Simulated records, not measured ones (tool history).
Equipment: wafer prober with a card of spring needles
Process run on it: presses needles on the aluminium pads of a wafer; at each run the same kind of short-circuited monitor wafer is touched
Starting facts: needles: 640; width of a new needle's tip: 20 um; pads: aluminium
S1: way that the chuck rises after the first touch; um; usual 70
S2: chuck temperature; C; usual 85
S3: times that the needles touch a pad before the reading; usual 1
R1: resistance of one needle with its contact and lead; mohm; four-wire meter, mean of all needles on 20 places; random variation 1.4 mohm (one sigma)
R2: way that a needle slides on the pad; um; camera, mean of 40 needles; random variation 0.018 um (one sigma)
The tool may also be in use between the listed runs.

{"run": 1, "hour": 0.0, "S1": 70, "S2": 85, "S3": 1, "R1": 180, "R2": 8.6}
{"run": 2, "hour": 7.2, "S1": 70, "S2": 85, "S3": 1, "R1": 228, "R2": 8.61}
{"run": 3, "hour": 13.2, "S1": 70, "S2": 85, "S3": 1, "R1": 289, "R2": 8.55}
{"run": 4, "hour": 22.4, "S1": 70, "S2": 85, "S3": 1, "R1": 260, "R2": 8.57}
{"run": 5, "hour": 29.1, "S1": 70, "S2": 85, "S3": 1, "R1": 145, "R2": 8.57}
{"run": 6, "hour": 35.8, "S1": 70, "S2": 85, "S3": 1, "R1": 211, "R2": 8.55}
{"run": 7, "hour": 42.0, "S1": 70, "S2": 85, "S3": 1, "R1": 230, "R2": 8.57}
{"run": 8, "hour": 51.6, "S1": 70, "S2": 85, "S3": 1, "R1": 193, "R2": 8.54}
{"run": 9, "hour": 61.9, "S1": 70, "S2": 85, "S3": 1, "R1": 244, "R2": 8.53}
{"run": 10, "hour": 66.3, "S1": 90, "S2": 85, "S3": 1, "R1": 154, "R2": 11.02}
{"run": 11, "hour": 71.7, "S1": 70, "S2": 85, "S3": 1, "R1": 217, "R2": 8.51}
{"run": 12, "hour": 77.9, "S1": 70, "S2": 85, "S3": 1, "R1": 233, "R2": 8.74}
{"run": 13, "hour": 83.7, "S1": 76, "S2": 85, "S3": 1, "R1": 177, "R2": 9.47}
{"run": 14, "hour": 88.3, "S1": 76, "S2": 85, "S3": 1, "R1": 202, "R2": 9.52}
{"run": 15, "hour": 93.8, "S1": 76, "S2": 85, "S3": 1, "R1": 219, "R2": 9.47}
{"run": 16, "hour": 103.9, "S1": 76, "S2": 85, "S3": 1, "R1": 201, "R2": 9.49}
{"run": 17, "hour": 108.3, "S1": 76, "S2": 85, "S3": 1, "R1": 210, "R2": 9.46}
{"run": 18, "hour": 115.6, "S1": 70, "S2": 85, "S3": 1, "R1": 184, "R2": 8.69}
{"run": 19, "hour": 120.6, "S1": 70, "S2": 85, "S3": 1, "R1": 216, "R2": 8.7}
{"run": 20, "hour": 129.7, "S1": 70, "S2": 85, "S3": 1, "R1": 167, "R2": 8.68}
{"run": 21, "hour": 134.8, "S1": 87, "S2": 85, "S3": 1, "R1": 180, "R2": 10.81}
{"run": 22, "hour": 142.1, "S1": 70, "S2": 85, "S3": 2, "R1": 192, "R2": 8.71}
{"run": 23, "hour": 150.4, "S1": 70, "S2": 85, "S3": 2, "R1": 173, "R2": 8.7}
{"run": 24, "hour": 155.9, "S1": 70, "S2": 85, "S3": 2, "R1": 186, "R2": 8.68}
{"run": 25, "hour": 161.4, "S1": 64, "S2": 85, "S3": 1, "R1": 167, "R2": 7.93}
{"run": 26, "hour": 171.5, "S1": 73, "S2": 39, "S3": 2, "R1": 180, "R2": 9.04}
{"run": 27, "hour": 176.9, "S1": 73, "S2": 39, "S3": 2, "R1": 132, "R2": 9.03}
{"run": 28, "hour": 185.4, "S1": 60, "S2": 39, "S3": 2, "R1": 202, "R2": 7.44}
{"run": 29, "hour": 193.5, "S1": 60, "S2": 39, "S3": 2, "R1": 141, "R2": 7.41}
{"run": 30, "hour": 201.8, "S1": 60, "S2": 39, "S3": 2, "R1": 201, "R2": 7.4}
{"run": 31, "hour": 208.2, "S1": 60, "S2": 39, "S3": 2, "R1": 133, "R2": 7.39}
{"run": 32, "hour": 216.7, "S1": 70, "S2": 36, "S3": 2, "R1": 177, "R2": 8.65}
{"run": 33, "hour": 226.8, "S1": 69, "S2": 42, "S3": 2, "R1": 150, "R2": 8.51}
{"run": 34, "hour": 235.7, "S1": 69, "S2": 42, "S3": 2, "R1": 188, "R2": 8.48}
{"run": 35, "hour": 244.0, "S1": 56, "S2": 47, "S3": 1, "R1": 224, "R2": 6.88}

Not shown here: 17 entries made in the log between runs. Locate each between two listed runs and compare the hidden state at the listed run before it with the hidden state at the listed run after it:
After run 2, before run 3: tips cleaned on abrasive film (hour 12.2)
  debris on the tips, nm: 90.6 -> 148.4; way that the needles fall short of the set height, um: 1.24 -> 1.37; tips' diameter, um: 20.43 -> 20.54
  measured minus no-state result, R1: +100 -> +165 mohm; R2: -0.15 -> -0.17 um
After run 4, before run 5: tips cleaned on abrasive film (hour 28.2)
  debris on the tips, nm: 123.5 -> 19.8; way that the needles fall short of the set height, um: 1.37 -> 1.46; tips' diameter, um: 20.54 -> 20.57
  measured minus no-state result, R1: +137 -> +22 mohm; R2: -0.17 -> -0.18 um
After run 7, before run 8: tips cleaned on abrasive film (hour 44.1); tips cleaned on abrasive film, once more (hour 46.3)
  debris on the tips, nm: 98.2 -> 63.2; way that the needles fall short of the set height, um: 1.46 -> 1.66; tips' diameter, um: 20.57 -> 20.64
  measured minus no-state result, R1: +108 -> +71 mohm; R2: -0.18 -> -0.21 um
After run 9, before run 10: tips cleaned on abrasive film (hour 62.7)
  debris on the tips, nm: 101.4 -> 47.2; way that the needles fall short of the set height, um: 1.66 -> 1.73; tips' diameter, um: 20.64 -> 20.66
  measured minus no-state result, R1: +117 -> +34 mohm; R2: -0.21 -> -0.22 um
After run 11, before run 12: height of the first contact set anew (hour 77.5)
  debris on the tips, nm: 80.6 -> 98.9; way that the needles fall short of the set height, um: 1.73 -> 0
  measured minus no-state result, R1: +92 -> +108 mohm; R2: -0.22 -> +0 um
After run 12, before run 13: tips cleaned on abrasive film (hour 79.1)
  debris on the tips, nm: 98.9 -> 56.6; way that the needles fall short of the set height, um: 0 -> 0.09; tips' diameter, um: 20.66 -> 20.69
  measured minus no-state result, R1: +108 -> +53 mohm; R2: +0 -> -0.02 um
After run 15, before run 16: tips cleaned on abrasive film (hour 95.3)
  debris on the tips, nm: 99.6 -> 84.3; way that the needles fall short of the set height, um: 0.09 -> 0.2; tips' diameter, um: 20.69 -> 20.73
  measured minus no-state result, R1: +95 -> +79 mohm; R2: -0.02 -> -0.03 um
After run 17, before run 18: tips cleaned on abrasive film (hour 111.5)
  debris on the tips, nm: 97 -> 53.1; way that the needles fall short of the set height, um: 0.2 -> 0.31; tips' diameter, um: 20.73 -> 20.77
  measured minus no-state result, R1: +90 -> +59 mohm; R2: -0.02 -> -0.04 um
After run 19, before run 20: tips cleaned on abrasive film (hour 127.4)
  debris on the tips, nm: 84.6 -> 38.5; way that the needles fall short of the set height, um: 0.31 -> 0.42; tips' diameter, um: 20.77 -> 20.81
  measured minus no-state result, R1: +92 -> +43 mohm; R2: -0.04 -> -0.06 um
After run 22, before run 23: tips cleaned on abrasive film (hour 143.7)
  debris on the tips, nm: 100.7 -> 72.3; way that the needles fall short of the set height, um: 0.42 -> 0.53; tips' diameter, um: 20.81 -> 20.85
  measured minus no-state result, R1: +68 -> +49 mohm; R2: -0.05 -> -0.07 um
After run 24, before run 25: tips cleaned on abrasive film (hour 160)
  debris on the tips, nm: 95.2 -> 30.1; way that the needles fall short of the set height, um: 0.53 -> 0.6; tips' diameter, um: 20.85 -> 20.87
  measured minus no-state result, R1: +64 -> +40 mohm; R2: -0.07 -> -0.08 um
After run 26, before run 27: tips cleaned on abrasive film (hour 176)
  debris on the tips, nm: 93.1 -> 20.8; way that the needles fall short of the set height, um: 0.6 -> 0.69; tips' diameter, um: 20.87 -> 20.9
  measured minus no-state result, R1: +62 -> +14 mohm; R2: -0.08 -> -0.08 um
After run 28, before run 29: tips cleaned on abrasive film (hour 192.3)
  debris on the tips, nm: 84 -> 21.5; way that the needles fall short of the set height, um: 0.69 -> 0.77; tips' diameter, um: 20.9 -> 20.93
  measured minus no-state result, R1: +82 -> +22 mohm; R2: -0.09 -> -0.09 um
After run 30, before run 31: tips cleaned on abrasive film (hour 208.2)
  debris on the tips, nm: 84.4 -> 10.8; way that the needles fall short of the set height, um: 0.77 -> 0.89; tips' diameter, um: 20.93 -> 20.97
  measured minus no-state result, R1: +82 -> +12 mohm; R2: -0.1 -> -0.11 um
After run 32, before run 33: tips cleaned on abrasive film (hour 224.1)
  debris on the tips, nm: 79.7 -> 38.7; way that the needles fall short of the set height, um: 0.89 -> 0.96; tips' diameter, um: 20.97 -> 21
  measured minus no-state result, R1: +59 -> +30 mohm; R2: -0.11 -> -0.12 um
After run 34, before run 35: tips cleaned on abrasive film (hour 240)
  debris on the tips, nm: 92.2 -> 54; way that the needles fall short of the set height, um: 0.96 -> 1.05; tips' diameter, um: 21 -> 21.03
  measured minus no-state result, R1: +70 -> +101 mohm; R2: -0.12 -> -0.13 um
